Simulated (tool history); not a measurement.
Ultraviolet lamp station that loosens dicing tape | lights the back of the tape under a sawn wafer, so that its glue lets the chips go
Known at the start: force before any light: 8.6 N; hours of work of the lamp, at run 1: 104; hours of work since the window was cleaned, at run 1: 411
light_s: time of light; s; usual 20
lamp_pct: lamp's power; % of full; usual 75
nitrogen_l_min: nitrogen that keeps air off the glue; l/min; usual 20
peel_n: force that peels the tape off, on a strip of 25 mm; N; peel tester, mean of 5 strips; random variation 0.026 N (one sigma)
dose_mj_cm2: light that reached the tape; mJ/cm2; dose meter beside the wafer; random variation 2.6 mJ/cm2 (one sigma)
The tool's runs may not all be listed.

| run | hour | light_s | lamp_pct | nitrogen_l_min | hours of work of the lamp | hours of work since the window was cleaned | peel_n | dose_mj_cm2 |
|---|---|---|---|---|---|---|---|---|
| 1 | 0.0 | 20 | 75 | 20 | 104 | 411 | 1.539 | 300 |
| 2 | 13.2 | 20 | 75 | 38 | 111 | 418 | 1.311 | 304 |
| 3 | 28.3 | 20 | 71 | 20 | 119 | 426 | 1.663 | 284 |
| 4 | 35.5 | 20 | 71 | 20 | 123 | 430 | 1.683 | 283 |
| 5 | 50.2 | 20 | 71 | 20 | 131 | 438 | 1.801 | 281 |
| 6 | 63.9 | 20 | 71 | 20 | 138 | 445 | 1.763 | 285 |
| 7 | 78.4 | 20 | 71 | 20 | 146 | 453 | 1.745 | 283 |
| 8 | 90.6 | 20 | 71 | 20 | 153 | 460 | 1.739 | 278 |
| 9 | 99.5 | 20 | 75 | 34 | 157 | 464 | 1.440 | 298 |
| 10 | 111.4 | 20 | 75 | 34 | 164 | 471 | 1.451 | 293 |
| 11 | 122.9 | 20 | 75 | 34 | 170 | 477 | 1.453 | 293 |
| 12 | 136.3 | 20 | 75 | 34 | 177 | 484 | 1.436 | 293 |
| 13 | 145.2 | 20 | 75 | 34 | 182 | 489 | 1.471 | 295 |
| 14 | 157.7 | 20 | 75 | 34 | 189 | 496 | 1.511 | 293 |
| 15 | 165.4 | 19 | 75 | 29 | 193 | 500 | 1.597 | 274 |
| 16 | 176.7 | 19 | 75 | 29 | 199 | 506 | 1.659 | 275 |
| 17 | 183.3 | 19 | 75 | 29 | 203 | 510 | 1.662 | 273 |
| 18 | 189.4 | 20 | 75 | 25 | 206 | 513 | 1.628 | 286 |
| 19 | 203.3 | 20 | 75 | 25 | 213 | 520 | 1.554 | 290 |
| 20 | 215.5 | 20 | 71 | 10 | 220 | 527 | 2.257 | 274 |
| 21 | 229.0 | 11 | 90 | 25 | 227 | 534 | 2.779 | 183 |
| 22 | 236.4 | 11 | 94 | 6 | 231 | 538 | 3.675 | 201 |
| 23 | 242.6 | 11 | 94 | 6 | 235 | 542 | 3.672 | 195 |
| 24 | 256.0 | 11 | 80 | 6 | 242 | 549 | 4.141 | 165 |
| 25 | 268.9 | 11 | 80 | 6 | 249 | 556 | 3.977 | 166 |

Forecast each of these 5 alternatives for the next run:
| A | 276.6 | 24 | 96 | 13 | 253 | 560 | ? | ? |
| B | 276.6 | 11 | 90 | 6 | 253 | 560 | ? | ? |
| C | 276.6 | 20 | 94 | 16 | 253 | 560 | ? | ? |
| D | 276.6 | 20 | 88 | 34 | 253 | 560 | ? | ? |
| E | 276.6 | 11 | 80 | 16 | 253 | 560 | ? | ? |

| run | peel_n | dose_mj_cm2 |
|---|---|---|
| A | 0.983 | 432 |
| B | 3.816 | 185 |
| C | 1.322 | 350 |
| D | 1.126 | 333 |
| E | 3.434 | 163 |
Without the tool's hidden state the same runs would have given:
| run | peel_n | dose_mj_cm2 |
|---|---|---|
| A | 0.664 | 530 |
| B | 3.180 | 228 |
| C | 0.910 | 430 |
| D | 0.766 | 408 |
| E | 2.808 | 201 |

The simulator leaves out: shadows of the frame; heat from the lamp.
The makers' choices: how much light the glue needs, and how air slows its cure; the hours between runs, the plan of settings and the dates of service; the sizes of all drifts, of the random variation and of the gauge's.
